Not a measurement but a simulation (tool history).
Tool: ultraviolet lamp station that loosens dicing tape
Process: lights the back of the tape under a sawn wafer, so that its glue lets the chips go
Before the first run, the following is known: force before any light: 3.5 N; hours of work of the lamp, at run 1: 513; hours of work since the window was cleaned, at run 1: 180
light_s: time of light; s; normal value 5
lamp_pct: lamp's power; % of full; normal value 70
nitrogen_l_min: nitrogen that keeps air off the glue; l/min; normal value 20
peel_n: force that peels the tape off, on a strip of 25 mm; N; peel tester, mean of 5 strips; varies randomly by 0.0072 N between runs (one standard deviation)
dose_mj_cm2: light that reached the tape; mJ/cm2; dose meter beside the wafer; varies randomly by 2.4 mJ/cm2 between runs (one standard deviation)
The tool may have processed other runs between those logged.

run    hour  light_s  lamp_pct  nitrogen_l_min  hours of work of the lamp  hours of work since the window was cleaned  peel_n  dose_mj_cm2
  1       0        5        70              20                        513                                         180   0.258          281
  2    33.5        5        68              20                        531                                         198    0.27          273
  3      71        2        70              20                        551                                         218   1.032          115
  4   100.5        5        70              20                        567                                         234   0.263          283
  5   135.2        5        70              20                        586                                         253   0.274          288
  6   168.6        5        70              20                        604                                         271   0.267          283
  7   202.4        5        70              20                        622                                         289   0.257          276
  8   240.1        5        82              20                        642                                         309   0.207          329
  9   274.4        5        82              20                        661                                         328   0.212          332
 10   299.4        5        70              20                        674                                         341   0.261          282
 11     334        5        70              20                        693                                         360   0.259          280
 12   372.5        5        70              20                        714                                         381   0.267          282
 13   396.1        5        70              20                        727                                         394   0.262          277
 14   426.6        5        70              20                        743                                         410   0.271          279
      444.2  -- window cleaned of glue's vapour
 15   445.1        5        98              20                        753                                           0   0.169          394
 16   464.2        5        98              20                        763                                          11   0.184          393
 17   491.3        5        70              20                        778                                          25   0.255          274
 18   524.2        5        70              20                        796                                          43   0.271          283
 19     548        5        70              20                        808                                          56    0.25          284
 20   573.2        5        90              40                        822                                          70   0.167          364
 21     610        5        90              40                        842                                          90   0.164          356
 22   640.7        3        71              15                        859                                         106   0.667          168
 23   658.2        6        70              20                        868                                         116   0.201          335
 24     686        6        70              20                        883                                         131   0.202          334
 25   708.1        2        70              10                        895                                         143    1.22          114
 26   743.2        2        73              21                        914                                         162   0.995          118
      770.9  -- lamp changed
 27   778.4        2        73              21                          4                                         180   0.961          120
 28   798.7        6        63              20                         15                                         191   0.232          308
 29   837.1        6        63              20                         36                                         212   0.239          306
 30   867.1        6        95              18                         52                                         228   0.163          457
 31   897.6        5        70              20                         68                                         244   0.255          278
 32   932.4        5        70              20                         87                                         263    0.27          280
 33   963.3        2        89               9                        104                                         280   1.029          142
 34   993.2        4        74               9                        120                                         296   0.473          239
 35  1032.8        4        79               9                        142                                         317   0.439          256

How the hidden state differs across the entries between the runs, from the last listed run before each to the first after it:
After run 14, before run 15: window cleaned of glue's vapour (hour 444.2)
  light that the window lets through, % of a clean one's: 99.9 -> 100
After run 26, before run 27: lamp changed (hour 770.9)
  lamp's light, % of a new lamp's: 99.6 -> 100
